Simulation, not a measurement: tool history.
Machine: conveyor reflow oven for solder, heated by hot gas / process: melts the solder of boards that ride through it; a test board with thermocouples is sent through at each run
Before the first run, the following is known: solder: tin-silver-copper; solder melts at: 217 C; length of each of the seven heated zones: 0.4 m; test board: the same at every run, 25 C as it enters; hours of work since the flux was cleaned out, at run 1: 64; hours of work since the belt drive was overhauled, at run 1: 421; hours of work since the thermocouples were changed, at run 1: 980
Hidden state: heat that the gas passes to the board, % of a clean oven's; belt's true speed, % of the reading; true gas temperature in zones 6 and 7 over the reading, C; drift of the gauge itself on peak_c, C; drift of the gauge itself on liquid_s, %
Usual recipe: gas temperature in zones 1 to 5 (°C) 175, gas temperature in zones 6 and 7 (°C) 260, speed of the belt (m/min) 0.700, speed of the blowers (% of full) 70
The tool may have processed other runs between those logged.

run   hour  gas temperature in zones 1 to 5 (°C)  gas temperature in zones 6 and 7 (°C)  speed of the belt (m/min)  speed of the blowers (% of full)  hours of work since the flux was cleaned out  hours of work since the belt drive was overhauled  hours of work since the thermocouples were changed  highest temperature of the board (°C)  time above the solder's melting point (s)
  1    0.0                                   175                                    260                      0.700                                70                                            64                                                421                                                 980                                  241.9                                       42.2
       4.7  -- thermocouples of zones 6 and 7 changed
  2   49.6                                   175                                    260                      0.700                                70                                            89                                                447                                                  24                                  241.4                                       42.7
  3   78.4                                   175                                    260                      0.700                                70                                           105                                                462                                                  40                                  241.6                                       42.4
  4  111.2                                   175                                    272                      0.700                                70                                           122                                                480                                                  57                                  251.2                                       50.1
  5  147.6                                   175                                    256                      0.700                                70                                           142                                                499                                                  77                                  238.4                                       39.1
  6  169.1                                   175                                    256                      0.700                                70                                           153                                                511                                                  88                                  238.4                                       39.2
  7  211.4                                   175                                    256                      0.700                                70                                           176                                                534                                                 111                                  237.9                                       39.3
  8  244.7                                   175                                    256                      0.700                                70                                           194                                                552                                                 129                                  238.4                                       39.0
  9  280.6                                   175                                    256                      0.700                                70                                           213                                                571                                                 148                                  238.5                                       39.3
 10  325.0                                   181                                    251                      0.762                                81                                           237                                                595                                                 172                                  236.1                                       36.7
 11  346.0                                   181                                    259                      0.762                                81                                           248                                                606                                                 183                                  242.4                                       42.3
     376.6  -- flux residue cleaned out of gas plates and filters
 12  376.6                                   189                                    260                      0.781                                70                                             0                                                620                                                 197                                  241.4                                       41.3
 13  426.2                                   175                                    258                      0.735                                70                                            27                                                646                                                 224                                  238.6                                       36.9
 14  460.3                                   175                                    258                      0.735                                70                                            45                                                665                                                 242                                  238.7                                       36.8
 15  508.2                                   175                                    258                      0.735                                70                                            71                                                690                                                 268                                  238.3                                       36.9
 16  537.5                                   175                                    258                      0.735                                70                                            86                                                706                                                 283                                  238.1                                       36.7
 17  572.1                                   175                                    258                      0.735                                70                                           105                                                725                                                 302                                  238.5                                       36.7
 18  614.9                                   175                                    260                      0.700                                78                                           128                                                748                                                 325                                  244.1                                       45.5

Entry by entry between the runs, the difference in hidden state between the last listed run before and the first listed run after:
Runs 1 to 2: thermocouples of zones 6 and 7 changed (hour 4.7)
  belt's true speed, % of the reading: 99.94 -> 99.93; true gas temperature in zones 6 and 7 over the reading, C: 0.1 -> 0.01
Runs 11 to 12: flux residue cleaned out of gas plates and filters (hour 376.6)
  heat that the gas passes to the board, % of a clean oven's: 99.4 -> 100; belt's true speed, % of the reading: 99.92 -> 99.91

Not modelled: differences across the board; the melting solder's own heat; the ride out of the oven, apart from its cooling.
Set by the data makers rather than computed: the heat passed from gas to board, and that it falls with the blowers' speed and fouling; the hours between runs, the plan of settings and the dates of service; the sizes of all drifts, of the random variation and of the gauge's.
